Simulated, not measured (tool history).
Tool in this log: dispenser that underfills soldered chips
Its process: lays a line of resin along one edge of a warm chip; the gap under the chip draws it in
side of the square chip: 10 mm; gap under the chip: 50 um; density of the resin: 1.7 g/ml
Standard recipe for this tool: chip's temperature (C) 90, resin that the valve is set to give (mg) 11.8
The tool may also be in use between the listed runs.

run,day,chip's temperature (C),resin that the valve is set to give (mg),time until the resin shows at the far edge (s),resin that the valve gave (mg)
1,0.000,90,11.8,170.3,11.63
# day 0.204: new syringe of resin
2,0.258,90,11.8,125.0,11.63
3,0.467,90,11.8,163.8,11.64
# day 0.717: new syringe of resin
4,0.742,90,13.9,120.4,13.52
5,1.088,90,13.9,180.9,13.52
# day 1.250: new syringe of resin
6,1.521,90,13.9,162.3,13.48
# day 1.758: new syringe of resin
7,1.962,90,14.3,151.5,13.88
# day 2.262: new syringe of resin
8,2.379,90,14.3,137.5,13.90
9,2.667,90,13.4,195.2,12.82
# day 2.767: new syringe of resin
10,2.942,90,11.8,152.6,11.27
11,3.171,90,11.8,199.8,11.32
# day 3.267: new syringe of resin
12,3.396,90,11.8,140.1,11.33
# day 3.517: dispensing valve cleaned and set on the balance
13,3.775,90,11.8,212.3,11.79
# day 3.817: new syringe of resin
14,3.983,90,11.8,150.1,11.73
15,4.283,99,11.4,142.9,11.23
# day 4.333: new syringe of resin
16,4.508,91,14.6,139.1,14.49
17,4.779,91,14.6,192.8,14.34
# day 4.842: new syringe of resin
18,5.188,79,10.1,333.6,9.89
# day 5.346: new syringe of resin
19,5.429,79,10.1,248.9,9.93
20,5.833,98,10.2,162.4,10.04
# day 5.867: new syringe of resin
21,6.229,99,12.1,124.8,11.86
# day 6.371: new syringe of resin
22,6.517,80,10.1,259.9,9.82
23,6.838,78,12.3,403.0,11.92
# day 6.871: new syringe of resin
24,7.183,78,12.3,326.2,11.91
# day 7.396: new syringe of resin
25,7.608,90,13.3,161.5,12.78
26,7.867,90,13.3,216.3,12.78
# day 7.908: new syringe of resin
# day 8.096: dispensing valve cleaned and set on the balance
27,8.188,80,14.3,262.8,14.38
28,8.417,80,14.3,342.6,14.20

Consider 4 possible next runs. They are alternatives, not a sequence: every one starts from the tool as it was left by run 28. What does each give?
# day 8.467: new syringe of resin
A,8.771,88,11.8,?,?
# day 8.467: new syringe of resin
B,8.771,78,13.9,?,?
# day 8.467: new syringe of resin
C,8.771,90,12.9,?,?
# day 8.467: new syringe of resin
D,8.771,97,15.0,?,?

run,time until the resin shows at the far edge (s),resin that the valve gave (mg)
A,197.7,11.69
B,318.6,13.89
C,173.8,12.89
D,128.1,14.96
Without the tool's hidden state the same runs would have given:
run,time until the resin shows at the far edge (s),resin that the valve gave (mg)
A,115.9,11.75
B,185.4,13.96
C,102.2,12.96
D,75.9,15.04

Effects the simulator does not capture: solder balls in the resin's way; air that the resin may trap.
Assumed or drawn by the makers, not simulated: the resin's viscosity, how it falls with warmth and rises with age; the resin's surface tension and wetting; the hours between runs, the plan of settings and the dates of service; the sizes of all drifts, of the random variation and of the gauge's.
